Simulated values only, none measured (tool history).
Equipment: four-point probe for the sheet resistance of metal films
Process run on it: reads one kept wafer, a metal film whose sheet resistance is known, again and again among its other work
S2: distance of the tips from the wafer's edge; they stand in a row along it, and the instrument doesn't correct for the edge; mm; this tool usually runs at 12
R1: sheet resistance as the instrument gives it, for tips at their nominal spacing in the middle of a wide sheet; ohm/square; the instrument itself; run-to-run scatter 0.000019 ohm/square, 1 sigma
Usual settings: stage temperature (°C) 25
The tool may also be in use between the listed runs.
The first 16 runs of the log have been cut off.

{"run": 17, "day": 10.546, "stage temperature (°C)": 25, "S2": 5, "R1": 0.096484}
{"run": 18, "day": 11.433, "stage temperature (°C)": 25, "S2": 5, "R1": 0.096442}
{"run": 19, "day": 11.954, "stage temperature (°C)": 31, "S2": 12, "R1": 0.095058}
{"run": 20, "day": 12.85, "stage temperature (°C)": 24, "S2": 19, "R1": 0.095812}
{"run": 21, "day": 13.554, "stage temperature (°C)": 24, "S2": 17, "R1": 0.095839}
{"run": 22, "day": 14.079, "stage temperature (°C)": 29, "S2": 4, "R1": 0.096429}
{"run": 23, "day": 14.471, "stage temperature (°C)": 20, "S2": 22, "R1": 0.096336}
{"run": 24, "day": 14.842, "stage temperature (°C)": 33, "S2": 53, "R1": 0.094696}
{"run": 25, "day": 15.708, "stage temperature (°C)": 33, "S2": 53, "R1": 0.094703}
{"run": 26, "day": 16.446, "stage temperature (°C)": 34, "S2": 29, "R1": 0.094562}
{"run": 27, "day": 17.054, "stage temperature (°C)": 34, "S2": 29, "R1": 0.0946}
{"run": 28, "day": 17.496, "stage temperature (°C)": 21, "S2": 12, "R1": 0.096313}
{"run": 29, "day": 18.067, "stage temperature (°C)": 19, "S2": 6, "R1": 0.096981}
{"run": 30, "day": 18.821, "stage temperature (°C)": 24, "S2": 9, "R1": 0.096045}
{"run": 31, "day": 19.646, "stage temperature (°C)": 25, "S2": 6, "R1": 0.096222}
{"run": 32, "day": 20.508, "stage temperature (°C)": 32, "S2": 23, "R1": 0.094827}
{"run": 33, "day": 21.283, "stage temperature (°C)": 24, "S2": 5, "R1": 0.096593}

What if the next run were any one of these 5? Each begins from the tool's condition after run 33:
{"run": "A", "day": 22.167, "stage temperature (°C)": 21, "S2": 64, "R1": "?"}
{"run": "B", "day": 22.167, "stage temperature (°C)": 24, "S2": 4, "R1": "?"}
{"run": "C", "day": 22.167, "stage temperature (°C)": 30, "S2": 22, "R1": "?"}
{"run": "D", "day": 22.167, "stage temperature (°C)": 26, "S2": 5, "R1": "?"}
{"run": "E", "day": 22.167, "stage temperature (°C)": 28, "S2": 12, "R1": "?"}

run=A R1=0.096182
run=B R1=0.097065
run=C R1=0.095092
run=D R1=0.096379
run=E R1=0.095398
The same runs, with their run-to-run variation unchanged, on a tool lacking any hidden condition would have given:
run=A R1=0.096185
run=B R1=0.097068
run=C R1=0.095094
run=D R1=0.096381
run=E R1=0.095401
